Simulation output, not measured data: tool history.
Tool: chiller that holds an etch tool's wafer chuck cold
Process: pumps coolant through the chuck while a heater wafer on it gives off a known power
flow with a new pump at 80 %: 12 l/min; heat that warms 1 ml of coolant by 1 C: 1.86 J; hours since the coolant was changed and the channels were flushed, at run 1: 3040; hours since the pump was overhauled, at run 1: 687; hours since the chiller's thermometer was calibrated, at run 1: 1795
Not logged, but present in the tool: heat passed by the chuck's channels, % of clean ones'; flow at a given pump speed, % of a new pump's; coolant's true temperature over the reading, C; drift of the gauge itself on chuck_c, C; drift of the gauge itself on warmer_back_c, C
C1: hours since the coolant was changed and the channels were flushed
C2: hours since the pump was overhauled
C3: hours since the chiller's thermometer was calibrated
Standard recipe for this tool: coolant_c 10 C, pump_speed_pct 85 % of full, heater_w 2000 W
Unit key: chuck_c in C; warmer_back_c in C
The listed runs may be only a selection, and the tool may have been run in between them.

{"run": 1, "hour": 0.0, "coolant_c": 10, "pump_speed_pct": 85, "heater_w": 2000, "C1": 3040, "C2": 687, "C3": 1795, "chuck_c": 25.5, "warmer_back_c": 5.08}
{"run": 2, "hour": 219.6, "coolant_c": 10, "pump_speed_pct": 85, "heater_w": 2000, "C1": 3259, "C2": 907, "C3": 2015, "chuck_c": 25.6, "warmer_back_c": 5.12}
{"run": 3, "hour": 350.0, "coolant_c": 10, "pump_speed_pct": 85, "heater_w": 2000, "C1": 3390, "C2": 1037, "C3": 2145, "chuck_c": 25.9, "warmer_back_c": 5.14}
{"run": 4, "hour": 477.6, "coolant_c": 11, "pump_speed_pct": 85, "heater_w": 2000, "C1": 3517, "C2": 1165, "C3": 2273, "chuck_c": 26.9, "warmer_back_c": 5.19}
{"run": 5, "hour": 696.8, "coolant_c": 11, "pump_speed_pct": 85, "heater_w": 2000, "C1": 3736, "C2": 1384, "C3": 2492, "chuck_c": 27, "warmer_back_c": 5.2}
{"run": 6, "hour": 856.7, "coolant_c": 10, "pump_speed_pct": 85, "heater_w": 2000, "C1": 3896, "C2": 1544, "C3": 2652, "chuck_c": 25.9, "warmer_back_c": 5.17}
{"run": 7, "hour": 988.6, "coolant_c": 10, "pump_speed_pct": 85, "heater_w": 2000, "C1": 4028, "C2": 1676, "C3": 2784, "chuck_c": 25.9, "warmer_back_c": 5.26}
{"run": 8, "hour": 1078.7, "coolant_c": 10, "pump_speed_pct": 85, "heater_w": 2000, "C1": 4118, "C2": 1766, "C3": 2874, "chuck_c": 26.1, "warmer_back_c": 5.22}
{"run": 9, "hour": 1229.1, "coolant_c": 10, "pump_speed_pct": 85, "heater_w": 2000, "C1": 4269, "C2": 1916, "C3": 3025, "chuck_c": 26.1, "warmer_back_c": 5.27}
{"run": 10, "hour": 1384.7, "coolant_c": 12, "pump_speed_pct": 85, "heater_w": 2000, "C1": 4424, "C2": 2072, "C3": 3180, "chuck_c": 28.4, "warmer_back_c": 5.27}
{"run": 11, "hour": 1541.5, "coolant_c": 12, "pump_speed_pct": 85, "heater_w": 2000, "C1": 4581, "C2": 2229, "C3": 3337, "chuck_c": 28.3, "warmer_back_c": 5.3}
{"run": 12, "hour": 1668.1, "coolant_c": 12, "pump_speed_pct": 85, "heater_w": 2000, "C1": 4708, "C2": 2355, "C3": 3464, "chuck_c": 28.5, "warmer_back_c": 5.32}
{"run": 13, "hour": 1830.6, "coolant_c": 8, "pump_speed_pct": 85, "heater_w": 2000, "C1": 4870, "C2": 2518, "C3": 3626, "chuck_c": 24.5, "warmer_back_c": 5.28}
{"run": 14, "hour": 1921.2, "coolant_c": 8, "pump_speed_pct": 85, "heater_w": 2000, "C1": 4961, "C2": 2608, "C3": 3717, "chuck_c": 24.5, "warmer_back_c": 5.29}
{"run": 15, "hour": 2092.1, "coolant_c": 8, "pump_speed_pct": 86, "heater_w": 2675, "C1": 5132, "C2": 2779, "C3": 3888, "chuck_c": 30, "warmer_back_c": 7.09}
{"run": 16, "hour": 2312.9, "coolant_c": 4, "pump_speed_pct": 62, "heater_w": 1094, "C1": 5352, "C2": 3000, "C3": 4108, "chuck_c": 15.3, "warmer_back_c": 4.04}
{"run": 17, "hour": 2524.9, "coolant_c": 14, "pump_speed_pct": 82, "heater_w": 2000, "C1": 5564, "C2": 3212, "C3": 4320, "chuck_c": 31.3, "warmer_back_c": 5.55}
{"run": 18, "hour": 2650.3, "coolant_c": 14, "pump_speed_pct": 82, "heater_w": 2000, "C1": 5690, "C2": 3337, "C3": 4446, "chuck_c": 31.4, "warmer_back_c": 5.51}
{"hour": 2675.7, "done": "coolant pump overhauled"}
{"run": 19, "hour": 2758.6, "coolant_c": 14, "pump_speed_pct": 82, "heater_w": 2000, "C1": 5793, "C2": 83, "C3": 4549, "chuck_c": 31.8, "warmer_back_c": 5.83}
{"run": 20, "hour": 2937.8, "coolant_c": 8, "pump_speed_pct": 95, "heater_w": 1152, "C1": 5972, "C2": 262, "C3": 4728, "chuck_c": 17.7, "warmer_back_c": 2.92}
{"run": 21, "hour": 3146.9, "coolant_c": 8, "pump_speed_pct": 95, "heater_w": 1243, "C1": 6181, "C2": 471, "C3": 4937, "chuck_c": 18.6, "warmer_back_c": 3.16}
{"run": 22, "hour": 3303.9, "coolant_c": 8, "pump_speed_pct": 95, "heater_w": 1243, "C1": 6338, "C2": 628, "C3": 5094, "chuck_c": 18.3, "warmer_back_c": 3.11}
{"run": 23, "hour": 3396.7, "coolant_c": 8, "pump_speed_pct": 95, "heater_w": 1374, "C1": 6431, "C2": 721, "C3": 5187, "chuck_c": 19.4, "warmer_back_c": 3.57}
{"hour": 3567.8, "done": "chiller's thermometer calibrated"}
{"run": 24, "hour": 3578.0, "coolant_c": 5, "pump_speed_pct": 95, "heater_w": 1374, "C1": 6612, "C2": 901, "C3": 10, "chuck_c": 16.1, "warmer_back_c": 3.52}
{"hour": 3704.6, "done": "coolant pump overhauled, once more"}
{"run": 25, "hour": 3800.9, "coolant_c": 4, "pump_speed_pct": 85, "heater_w": 1081, "C1": 6829, "C2": 96, "C3": 228, "chuck_c": 12.7, "warmer_back_c": 2.7}
{"run": 26, "hour": 3933.3, "coolant_c": 4, "pump_speed_pct": 85, "heater_w": 1081, "C1": 6962, "C2": 229, "C3": 361, "chuck_c": 12.8, "warmer_back_c": 2.7}
{"run": 27, "hour": 4101.7, "coolant_c": 18, "pump_speed_pct": 83, "heater_w": 2358, "C1": 7130, "C2": 397, "C3": 529, "chuck_c": 37.4, "warmer_back_c": 6.1}
{"run": 28, "hour": 4307.2, "coolant_c": 10, "pump_speed_pct": 61, "heater_w": 2000, "C1": 7336, "C2": 603, "C3": 734, "chuck_c": 29.9, "warmer_back_c": 7.07}

Branching from run 28: 3 alternative next runs. What would each branch give?
{"run": "A", "hour": 4464.2, "coolant_c": 6, "pump_speed_pct": 61, "heater_w": 2000, "C1": 7493, "C2": 760, "C3": 891, "chuck_c": "?", "warmer_back_c": "?"}
{"run": "B", "hour": 4464.2, "coolant_c": 1, "pump_speed_pct": 64, "heater_w": 2525, "C1": 7493, "C2": 760, "C3": 891, "chuck_c": "?", "warmer_back_c": "?"}
{"run": "C", "hour": 4464.2, "coolant_c": 10, "pump_speed_pct": 61, "heater_w": 1506, "C1": 7493, "C2": 760, "C3": 891, "chuck_c": "?", "warmer_back_c": "?"}

run=A chuck_c=26.1 warmer_back_c=7.1
run=B chuck_c=25.6 warmer_back_c=8.5
run=C chuck_c=25.4 warmer_back_c=5.29
What these runs would have given with no unlogged condition in the tool:
run=A chuck_c=24.4 warmer_back_c=7.07
run=B chuck_c=23.5 warmer_back_c=8.46
run=C chuck_c=24 warmer_back_c=5.27
